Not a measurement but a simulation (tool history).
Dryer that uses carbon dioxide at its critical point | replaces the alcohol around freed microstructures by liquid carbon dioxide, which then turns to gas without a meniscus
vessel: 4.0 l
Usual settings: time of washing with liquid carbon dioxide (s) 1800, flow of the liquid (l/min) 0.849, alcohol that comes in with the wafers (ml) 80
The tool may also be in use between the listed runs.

| run | hour | time of washing with liquid carbon dioxide (s) | flow of the liquid (l/min) | alcohol that comes in with the wafers (ml) | alcohol left in the vessel before it's heated (ppm by volume) |
|---|---|---|---|---|---|
| 1 | 0.0 | 1800 | 0.849 | 80 | 214 |
| 2 | 46.0 | 1260 | 0.849 | 80 | 777 |
| 3 | 104.5 | 1800 | 0.849 | 80 | 258 |
| 4 | 132.7 | 1800 | 0.849 | 80 | 269 |
| 5 | 181.3 | 1800 | 0.849 | 80 | 293 |
| 6 | 207.2 | 1800 | 0.849 | 80 | 303 |
| 7 | 248.8 | 1800 | 0.849 | 80 | 335 |
| 8 | 307.6 | 1800 | 0.849 | 80 | 354 |
|  | 349.5 | inlet filter changed |
| 9 | 359.9 | 1800 | 0.849 | 80 | 255 |
| 10 | 407.4 | 1800 | 0.849 | 71 | 241 |
| 11 | 450.5 | 1800 | 0.849 | 71 | 275 |
| 12 | 485.2 | 1800 | 0.876 | 80 | 277 |
| 13 | 525.1 | 1800 | 1.377 | 80 | 133 |
| 14 | 555.2 | 1800 | 1.377 | 80 | 129 |
| 15 | 587.8 | 1740 | 0.849 | 80 | 388 |
| 16 | 634.1 | 1800 | 0.849 | 80 | 385 |
| 17 | 658.9 | 1800 | 0.849 | 80 | 394 |
|  | 699.3 | inlet filter changed |
| 18 | 703.6 | 1800 | 0.826 | 80 | 313 |
| 19 | 735.9 | 1800 | 0.826 | 80 | 322 |
| 20 | 786.4 | 1800 | 0.655 | 80 | 651 |
| 21 | 846.3 | 1800 | 0.655 | 80 | 705 |
| 22 | 880.0 | 1800 | 0.849 | 80 | 354 |
| 23 | 918.6 | 1800 | 0.849 | 80 | 392 |
| 24 | 976.1 | 1920 | 0.633 | 86 | 825 |
| 25 | 1003.7 | 1920 | 0.633 | 86 | 851 |
| 26 | 1044.7 | 1920 | 1.156 | 86 | 219 |
|  | 1050.8 | inlet filter changed |
| 27 | 1092.3 | 1920 | 1.156 | 86 | 201 |
|  | 1120.7 | purifier's bed changed |
| 28 | 1123.3 | 1920 | 1.156 | 86 | 28 |
| 29 | 1150.2 | 1740 | 0.698 | 60 | 368 |
| 30 | 1189.5 | 1740 | 0.698 | 60 | 390 |
| 31 | 1236.7 | 1680 | 0.989 | 83 | 167 |
| 32 | 1269.9 | 1980 | 0.727 | 59 | 244 |
| 33 | 1303.4 | 2040 | 0.914 | 60 | 104 |
| 34 | 1331.8 | 2040 | 1.382 | 32 | 26 |
| 35 | 1362.1 | 1320 | 1.188 | 80 | 265 |
|  | 1402.7 | inlet filter changed |
| 36 | 1416.4 | 1320 | 1.188 | 80 | 177 |
| 37 | 1462.2 | 1440 | 1.397 | 34 | 62 |
| 38 | 1496.8 | 1440 | 1.397 | 34 | 67 |
| 39 | 1537.4 | 1200 | 0.849 | 33 | 427 |
| 40 | 1589.7 | 1500 | 0.614 | 67 | 1119 |
| 41 | 1627.4 | 1800 | 0.516 | 21 | 394 |
| 42 | 1655.3 | 1800 | 0.516 | 37 | 661 |
| 43 | 1696.3 | 1140 | 1.092 | 68 | 566 |
| 44 | 1738.3 | 1140 | 1.092 | 68 | 584 |
|  | 1755.0 | inlet filter changed |
| 45 | 1796.1 | 1140 | 1.092 | 68 | 428 |
| 46 | 1844.0 | 2580 | 0.923 | 68 | 89 |

Forecast each of these 4 alternatives for the next run:
| A | 1897.7 | 2820 | 0.849 | 34 | ? |
| B | 1897.7 | 2160 | 0.923 | 55 | ? |
| C | 1897.7 | 2280 | 0.923 | 63 | ? |
| D | 1897.7 | 2580 | 1.222 | 56 | ? |

| run | alcohol left in the vessel before it's heated (ppm by volume) |
|---|---|
| A | 91 |
| B | 111 |
| C | 113 |
| D | 85 |
Without the tool's hidden state the same runs would have given:
| run | alcohol left in the vessel before it's heated (ppm by volume) |
|---|---|
| A | 9 |
| B | 20 |
| C | 24 |
| D | 4 |
